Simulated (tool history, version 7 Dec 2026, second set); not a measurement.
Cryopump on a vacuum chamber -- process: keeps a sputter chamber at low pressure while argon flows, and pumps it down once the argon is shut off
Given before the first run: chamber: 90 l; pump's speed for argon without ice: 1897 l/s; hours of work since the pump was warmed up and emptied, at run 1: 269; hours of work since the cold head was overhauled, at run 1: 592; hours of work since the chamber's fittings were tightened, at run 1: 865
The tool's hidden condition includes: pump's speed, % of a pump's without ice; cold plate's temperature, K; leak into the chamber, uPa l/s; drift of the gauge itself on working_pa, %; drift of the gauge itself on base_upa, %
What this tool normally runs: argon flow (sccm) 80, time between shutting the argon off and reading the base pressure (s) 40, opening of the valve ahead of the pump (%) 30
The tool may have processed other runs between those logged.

| run | hour | argon flow (sccm) | time between shutting the argon off and reading the base pressure (s) | opening of the valve ahead of the pump (%) | hours of work since the pump was warmed up and emptied | hours of work since the cold head was overhauled | hours of work since the chamber's fittings were tightened | pressure while argon flows (Pa) | pressure after the wait (uPa) |
|---|---|---|---|---|---|---|---|---|---|
| 1 | 0.0 | 80 | 40 | 30 | 269 | 592 | 865 | 0.2609 | 2.47 |
| 2 | 44.7 | 80 | 40 | 30 | 300 | 622 | 895 | 0.2640 | 2.58 |
|  | 66.8 | pump warmed up, emptied and cooled again |
| 3 | 81.8 | 71 | 40 | 30 | 10 | 644 | 917 | 0.2138 | 2.31 |
| 4 | 138.9 | 71 | 40 | 30 | 49 | 682 | 955 | 0.2136 | 2.33 |
| 5 | 174.7 | 71 | 40 | 30 | 73 | 706 | 980 | 0.2169 | 2.37 |
| 6 | 229.0 | 127 | 219 | 17 | 109 | 743 | 1016 | 0.6805 | 1.27 |
| 7 | 255.8 | 127 | 158 | 17 | 127 | 761 | 1034 | 0.6788 | 1.38 |
| 8 | 298.5 | 41 | 225 | 30 | 156 | 790 | 1063 | 0.1280 | 1.31 |
| 9 | 333.1 | 41 | 225 | 30 | 179 | 813 | 1086 | 0.1296 | 1.33 |
| 10 | 375.4 | 68 | 46 | 28 | 208 | 841 | 1115 | 0.2329 | 2.47 |

Below are 5 alternative next runs, each starting from the tool's condition after run 10. Predict each:
| A | 427.2 | 86 | 32 | 30 | 243 | 876 | 1150 | ? | ? |
| B | 427.2 | 54 | 54 | 35 | 243 | 876 | 1150 | ? | ? |
| C | 427.2 | 99 | 40 | 55 | 243 | 876 | 1150 | ? | ? |
| D | 427.2 | 80 | 38 | 30 | 243 | 876 | 1150 | ? | ? |
| E | 427.2 | 33 | 40 | 58 | 243 | 876 | 1150 | ? | ? |

| run | pressure while argon flows (Pa) | pressure after the wait (uPa) |
|---|---|---|
| A | 0.2784 | 3.09 |
| B | 0.1510 | 2.27 |
| C | 0.1863 | 2.68 |
| D | 0.2587 | 2.77 |
| E | 0.0598 | 2.65 |
Stripped of hidden state, with their random variation kept, the same runs would have yielded:
| run | pressure while argon flows (Pa) | pressure after the wait (uPa) |
|---|---|---|
| A | 0.2556 | 2.03 |
| B | 0.1367 | 1.24 |
| C | 0.1601 | 1.63 |
| D | 0.2375 | 1.73 |
| E | 0.0511 | 1.61 |
